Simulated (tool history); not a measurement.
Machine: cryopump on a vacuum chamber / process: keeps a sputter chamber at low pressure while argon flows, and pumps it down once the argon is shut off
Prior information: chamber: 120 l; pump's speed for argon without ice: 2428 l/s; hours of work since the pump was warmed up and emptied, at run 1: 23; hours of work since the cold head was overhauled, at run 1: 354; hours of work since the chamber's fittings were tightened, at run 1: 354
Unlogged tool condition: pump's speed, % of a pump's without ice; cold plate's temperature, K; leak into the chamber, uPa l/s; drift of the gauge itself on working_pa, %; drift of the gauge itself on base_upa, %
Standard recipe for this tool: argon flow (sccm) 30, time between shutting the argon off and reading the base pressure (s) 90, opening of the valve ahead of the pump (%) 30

| run | hour | argon flow (sccm) | time between shutting the argon off and reading the base pressure (s) | opening of the valve ahead of the pump (%) | hours of work since the pump was warmed up and emptied | hours of work since the cold head was overhauled | hours of work since the chamber's fittings were tightened | pressure while argon flows (Pa) | pressure after the wait (uPa) |
|---|---|---|---|---|---|---|---|---|---|
| 1 | 0.0 | 30 | 90 | 30 | 23 | 354 | 354 | 0.0705 | 0.71 |
| 2 | 62.0 | 30 | 90 | 30 | 53 | 384 | 384 | 0.0707 | 0.78 |
| 3 | 118.7 | 30 | 90 | 30 | 80 | 412 | 412 | 0.0712 | 0.72 |
| 4 | 157.3 | 30 | 90 | 30 | 99 | 431 | 431 | 0.0718 | 0.79 |
| 5 | 206.8 | 25 | 90 | 30 | 123 | 454 | 454 | 0.0601 | 0.76 |
| 6 | 234.0 | 25 | 38 | 30 | 136 | 468 | 468 | 0.0604 | 1.49 |
| 7 | 263.5 | 30 | 90 | 50 | 150 | 482 | 482 | 0.0454 | 0.78 |
| 8 | 310.5 | 30 | 90 | 35 | 173 | 505 | 505 | 0.0622 | 0.83 |
| 9 | 346.0 | 30 | 90 | 35 | 190 | 522 | 522 | 0.0642 | 0.82 |
| 10 | 401.9 | 30 | 90 | 46 | 217 | 549 | 549 | 0.0505 | 0.88 |
| 11 | 467.0 | 30 | 90 | 46 | 249 | 580 | 580 | 0.0507 | 0.91 |
| 12 | 516.9 | 30 | 90 | 46 | 273 | 605 | 605 | 0.0519 | 0.88 |
| 13 | 561.5 | 30 | 90 | 46 | 294 | 626 | 626 | 0.0526 | 0.95 |
|  | 599.2 | pump warmed up, emptied and cooled again |
| 14 | 601.1 | 30 | 90 | 46 | 1 | 643 | 643 | 0.0450 | 0.80 |
| 15 | 633.2 | 52 | 90 | 30 | 16 | 658 | 658 | 0.1225 | 0.85 |
| 16 | 669.0 | 52 | 90 | 30 | 34 | 676 | 676 | 0.1214 | 0.82 |
| 17 | 719.6 | 52 | 90 | 30 | 58 | 700 | 700 | 0.1231 | 0.90 |
| 18 | 779.2 | 56 | 249 | 17 | 87 | 729 | 729 | 0.2307 | 0.58 |
| 19 | 807.3 | 30 | 151 | 20 | 101 | 743 | 743 | 0.1073 | 0.74 |
| 20 | 864.9 | 56 | 90 | 30 | 129 | 770 | 770 | 0.1351 | 0.95 |

What will run 21 give?
| 21 | 920.0 | 20 | 240 | 28 | 155 | 797 | 797 | ? | ? |

Logged for run 21: pressure while argon flows (Pa) 0.0530, pressure after the wait (uPa) 0.63.
The same run, on a tool lacking any hidden state, would have yielded pressure while argon flows (Pa) 0.0509, pressure after the wait (uPa) 0.30.
